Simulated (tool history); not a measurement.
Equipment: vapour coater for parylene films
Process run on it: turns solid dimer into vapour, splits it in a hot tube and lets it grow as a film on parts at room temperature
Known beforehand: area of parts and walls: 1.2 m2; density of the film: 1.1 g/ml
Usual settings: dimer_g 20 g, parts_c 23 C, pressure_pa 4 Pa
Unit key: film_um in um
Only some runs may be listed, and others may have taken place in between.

run,hour,dimer_g,parts_c,pressure_pa,film_um
1,0,20,23,4,8.48
2,32.8,20,23,4,8.64
3,61.8,20,23,4,8.58
4,81,20,23,4,8.48
5,101.6,20,23,2.73,9.29
6,122.8,20,19,4,9.7
7,148,20,19,4,9.54
8,174.5,20,19,4,9.59
9,201.2,20,19,4,9.41
10,224.8,27,23,4,11.07
11,261.9,27,23,4,11.2
12,282.9,27,23,4,11.16
13,317.3,27,23,4,11.15
14,341.1,20,23,4,8.11
15,359.5,20,23,4,8.03

Expected results for the next run?
16,384.7,20,23,2.07,?

{"run 16": {"film_um": 9.58}}
The same run, on a tool lacking any hidden state, would have yielded film_um 10.2 um.

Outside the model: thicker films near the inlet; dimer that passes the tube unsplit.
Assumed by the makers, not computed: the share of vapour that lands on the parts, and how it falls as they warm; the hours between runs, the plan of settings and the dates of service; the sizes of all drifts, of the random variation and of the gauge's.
